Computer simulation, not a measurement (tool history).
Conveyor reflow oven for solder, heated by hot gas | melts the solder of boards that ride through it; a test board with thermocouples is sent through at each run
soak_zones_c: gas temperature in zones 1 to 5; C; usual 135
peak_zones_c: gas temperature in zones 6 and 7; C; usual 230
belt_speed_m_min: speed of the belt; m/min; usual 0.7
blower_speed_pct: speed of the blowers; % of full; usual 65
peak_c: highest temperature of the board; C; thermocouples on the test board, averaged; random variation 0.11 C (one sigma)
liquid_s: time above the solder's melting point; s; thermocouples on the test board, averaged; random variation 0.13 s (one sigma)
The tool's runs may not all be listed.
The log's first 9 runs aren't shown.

run,hour,soak_zones_c,peak_zones_c,belt_speed_m_min,blower_speed_pct,hours of work since the flux was cleaned out,hours of work since the belt drive was overhauled,hours of work since the thermocouples were changed,peak_c,liquid_s
10,74.9,131,230,0.7,65,103,677,122,208.7,41.5
11,80.3,131,230,0.7,65,106,680,124,208.6,41.6
12,88.1,135,230,0.7,65,109,683,128,209.5,43.6
13,96,124,230,0.7,65,112,687,131,207.2,37.9
14,107.2,124,230,0.7,65,117,692,136,207.2,38.3
15,112.4,124,230,0.7,65,120,694,138,207.1,38.3
16,123.8,135,230,0.7,65,125,699,143,209.6,43.4
17,132.7,133,225,0.64,65,129,703,147,208,46.2
18,140.5,140,240,0.832,50,132,706,151,205.3,32.2
19,148.9,140,240,0.832,50,136,710,154,205,32.2
20,158.8,129,240,0.635,84,140,714,159,225.5,60
21,168.1,129,240,0.707,79,144,718,163,220.7,50.2
22,177.9,139,243,0.707,81,149,723,167,225.3,56
23,183.1,139,243,0.707,81,151,725,170,225.5,56
24,192.1,139,243,0.707,81,155,729,174,225.5,56.1
25,198.9,139,243,0.707,81,158,732,177,225.3,56
26,207.9,136,245,0.59,81,162,736,180,232.6,70.9
27,214.9,136,245,0.59,81,165,739,184,232.6,71
28,220.8,136,245,0.59,81,168,742,186,232.4,71
29,228.2,120,238,0.616,81,171,745,189,222.8,57.5
30,235.3,121,230,0.815,65,174,748,193,199.8,24.5

The next listed run, before its measurement:
31,244,140,230,0.625,65,178,752,196,?,?

{"run 31": {"peak_c": 214.1, "liquid_s": 55.8}}
Without the tool's hidden state the same run would have given peak_c 214.1 C, liquid_s 55.7 s.
